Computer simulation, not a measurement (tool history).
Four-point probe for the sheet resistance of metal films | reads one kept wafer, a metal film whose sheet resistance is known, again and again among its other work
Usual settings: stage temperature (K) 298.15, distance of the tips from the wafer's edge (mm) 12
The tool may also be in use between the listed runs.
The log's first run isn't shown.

| run | hour | stage temperature (K) | distance of the tips from the wafer's edge (mm) | touches since the probe head was changed | hours of work since the stage's thermometer was calibrated | sheet resistance as the instrument gives it (ohm/square) |
|---|---|---|---|---|---|---|
|  | 20.5 | new probe head fitted |
| 2 | 49.3 | 298.15 | 12 | 633 | 1403 | 0.734479 |
| 3 | 105.5 | 308.15 | 12 | 1868 | 1432 | 0.735036 |
| 4 | 200.8 | 298.15 | 12 | 3960 | 1482 | 0.734111 |
| 5 | 294.0 | 298.15 | 12 | 6008 | 1530 | 0.733772 |
| 6 | 333.4 | 298.15 | 12 | 6873 | 1551 | 0.733581 |
| 7 | 405.0 | 298.15 | 12 | 8444 | 1588 | 0.733599 |
| 8 | 490.9 | 298.15 | 12 | 10332 | 1633 | 0.733285 |
| 9 | 532.2 | 298.15 | 12 | 11240 | 1655 | 0.732859 |
| 10 | 624.5 | 292.15 | 12 | 13265 | 1703 | 0.732432 |
| 11 | 706.9 | 298.15 | 31 | 15077 | 1746 | 0.731601 |
| 12 | 784.7 | 298.15 | 31 | 16785 | 1787 | 0.731261 |
| 13 | 829.2 | 298.15 | 31 | 17761 | 1810 | 0.731394 |
| 14 | 925.5 | 298.15 | 31 | 19876 | 1860 | 0.730698 |
| 15 | 1015.9 | 298.15 | 68 | 21862 | 1908 | 0.730367 |
| 16 | 1107.3 | 298.15 | 57 | 23869 | 1955 | 0.730425 |
| 17 | 1201.0 | 298.15 | 57 | 25929 | 2004 | 0.730016 |
| 18 | 1273.6 | 298.15 | 57 | 27521 | 2042 | 0.729297 |
| 19 | 1323.7 | 298.15 | 57 | 28624 | 2069 | 0.729527 |
| 20 | 1392.2 | 298.15 | 12 | 30127 | 2104 | 0.730337 |
| 21 | 1447.2 | 298.15 | 12 | 31334 | 2133 | 0.729747 |
| 22 | 1523.8 | 298.15 | 13 | 33017 | 2173 | 0.729587 |
| 23 | 1614.9 | 305.15 | 35 | 35019 | 2221 | 0.729231 |

Run 24 comes next. What will it give?
| 24 | 1663.1 | 300.15 | 24 | 36077 | 2246 | ? |

{"run 24": {"sheet resistance as the instrument gives it (ohm/square)": 0.728769}}
Without the tool's hidden state the same run would have given sheet resistance as the instrument gives it (ohm/square) 0.730337.
